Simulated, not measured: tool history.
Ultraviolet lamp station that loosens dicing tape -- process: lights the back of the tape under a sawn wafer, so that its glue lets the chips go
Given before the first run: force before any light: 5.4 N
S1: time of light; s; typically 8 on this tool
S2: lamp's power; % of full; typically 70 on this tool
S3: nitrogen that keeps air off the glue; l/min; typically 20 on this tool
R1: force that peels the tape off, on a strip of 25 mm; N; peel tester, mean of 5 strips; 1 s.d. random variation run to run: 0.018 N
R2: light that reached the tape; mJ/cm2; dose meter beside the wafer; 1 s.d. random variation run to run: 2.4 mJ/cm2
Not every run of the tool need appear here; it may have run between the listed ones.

{"run": 1, "hour": 0.0, "S1": 8, "S2": 70, "S3": 20, "R1": 1.156, "R2": 217}
{"run": 2, "hour": 22.1, "S1": 8, "S2": 70, "S3": 20, "R1": 1.169, "R2": 219}
{"run": 3, "hour": 45.2, "S1": 8, "S2": 70, "S3": 20, "R1": 1.138, "R2": 219}
{"run": 4, "hour": 61.7, "S1": 8, "S2": 70, "S3": 20, "R1": 1.173, "R2": 223}
{"run": 5, "hour": 92.1, "S1": 8, "S2": 70, "S3": 20, "R1": 1.222, "R2": 216}
{"run": 6, "hour": 122.0, "S1": 16, "S2": 70, "S3": 20, "R1": 0.365, "R2": 421}
{"hour": 128.7, "done": "window cleaned of glue's vapour"}
{"run": 7, "hour": 153.8, "S1": 8, "S2": 77, "S3": 20, "R1": 0.861, "R2": 267}
{"run": 8, "hour": 170.6, "S1": 8, "S2": 77, "S3": 20, "R1": 0.86, "R2": 271}
{"run": 9, "hour": 202.0, "S1": 8, "S2": 77, "S3": 20, "R1": 0.867, "R2": 268}
{"run": 10, "hour": 222.1, "S1": 8, "S2": 98, "S3": 20, "R1": 0.552, "R2": 337}
{"run": 11, "hour": 249.3, "S1": 8, "S2": 70, "S3": 9, "R1": 1.36, "R2": 238}
{"run": 12, "hour": 280.6, "S1": 8, "S2": 70, "S3": 9, "R1": 1.376, "R2": 241}
{"run": 13, "hour": 312.0, "S1": 8, "S2": 70, "S3": 9, "R1": 1.391, "R2": 235}
{"run": 14, "hour": 332.5, "S1": 8, "S2": 70, "S3": 25, "R1": 0.999, "R2": 236}
{"run": 15, "hour": 349.1, "S1": 8, "S2": 70, "S3": 25, "R1": 1.005, "R2": 236}
{"run": 16, "hour": 375.6, "S1": 8, "S2": 70, "S3": 20, "R1": 1.063, "R2": 236}
{"run": 17, "hour": 405.3, "S1": 8, "S2": 70, "S3": 20, "R1": 1.131, "R2": 223}
{"run": 18, "hour": 436.8, "S1": 8, "S2": 70, "S3": 20, "R1": 1.136, "R2": 231}
{"run": 19, "hour": 455.5, "S1": 8, "S2": 70, "S3": 20, "R1": 1.129, "R2": 227}
{"run": 20, "hour": 478.8, "S1": 8, "S2": 70, "S3": 20, "R1": 1.132, "R2": 224}
{"run": 21, "hour": 514.1, "S1": 8, "S2": 70, "S3": 20, "R1": 1.123, "R2": 223}
{"run": 22, "hour": 533.4, "S1": 8, "S2": 88, "S3": 13, "R1": 0.959, "R2": 282}
{"run": 23, "hour": 551.9, "S1": 9, "S2": 70, "S3": 25, "R1": 0.89, "R2": 249}
{"run": 24, "hour": 571.1, "S1": 8, "S2": 65, "S3": 7, "R1": 1.865, "R2": 210}
{"run": 25, "hour": 606.1, "S1": 6, "S2": 70, "S3": 15, "R1": 1.862, "R2": 159}
{"run": 26, "hour": 631.8, "S1": 6, "S2": 70, "S3": 15, "R1": 1.875, "R2": 161}
{"run": 27, "hour": 664.7, "S1": 6, "S2": 86, "S3": 12, "R1": 1.546, "R2": 197}
{"run": 28, "hour": 690.2, "S1": 13, "S2": 73, "S3": 10, "R1": 0.712, "R2": 364}
{"run": 29, "hour": 712.3, "S1": 13, "S2": 73, "S3": 10, "R1": 0.7, "R2": 362}
{"run": 30, "hour": 739.2, "S1": 12, "S2": 72, "S3": 8, "R1": 0.952, "R2": 326}
{"run": 31, "hour": 756.4, "S1": 7, "S2": 75, "S3": 16, "R1": 1.42, "R2": 196}
{"run": 32, "hour": 785.3, "S1": 7, "S2": 75, "S3": 16, "R1": 1.434, "R2": 193}
{"run": 33, "hour": 817.3, "S1": 10, "S2": 91, "S3": 18, "R1": 0.596, "R2": 337}
{"run": 34, "hour": 846.5, "S1": 10, "S2": 73, "S3": 30, "R1": 0.748, "R2": 267}
{"run": 35, "hour": 862.9, "S1": 10, "S2": 73, "S3": 30, "R1": 0.781, "R2": 267}
{"run": 36, "hour": 892.0, "S1": 10, "S2": 73, "S3": 30, "R1": 0.747, "R2": 264}
{"run": 37, "hour": 916.3, "S1": 5, "S2": 73, "S3": 20, "R1": 2.121, "R2": 133}
{"run": 38, "hour": 950.2, "S1": 7, "S2": 73, "S3": 14, "R1": 1.679, "R2": 185}
{"run": 39, "hour": 965.7, "S1": 8, "S2": 82, "S3": 15, "R1": 1.232, "R2": 231}
{"run": 40, "hour": 997.9, "S1": 14, "S2": 72, "S3": 11, "R1": 0.693, "R2": 354}
{"run": 41, "hour": 1022.4, "S1": 14, "S2": 72, "S3": 11, "R1": 0.685, "R2": 354}
{"hour": 1024.7, "done": "window cleaned of glue's vapour"}
{"run": 42, "hour": 1049.9, "S1": 14, "S2": 72, "S3": 11, "R1": 0.565, "R2": 400}

Alternative continuations, all from the tool just after run 42; predict every row:
{"run": "A", "hour": 1074.8, "S1": 12, "S2": 88, "S3": 26, "R1": "?", "R2": "?"}
{"run": "B", "hour": 1074.8, "S1": 6, "S2": 60, "S3": 27, "R1": "?", "R2": "?"}
{"run": "C", "hour": 1074.8, "S1": 11, "S2": 84, "S3": 24, "R1": "?", "R2": "?"}
{"run": "D", "hour": 1074.8, "S1": 15, "S2": 70, "S3": 12, "R1": "?", "R2": "?"}
{"run": "E", "hour": 1074.8, "S1": 4, "S2": 72, "S3": 11, "R1": "?", "R2": "?"}

run=A R1=0.345 R2=413
run=B R1=1.857 R2=144
run=C R1=0.47 R2=362
run=D R1=0.503 R2=417
run=E R1=2.713 R2=114
Stripped of hidden state, with their random variation kept, the same runs would have yielded:
run=A R1=0.239 R2=511
run=B R1=1.457 R2=177
run=C R1=0.318 R2=448
run=D R1=0.339 R2=515
run=E R1=2.31 R2=141

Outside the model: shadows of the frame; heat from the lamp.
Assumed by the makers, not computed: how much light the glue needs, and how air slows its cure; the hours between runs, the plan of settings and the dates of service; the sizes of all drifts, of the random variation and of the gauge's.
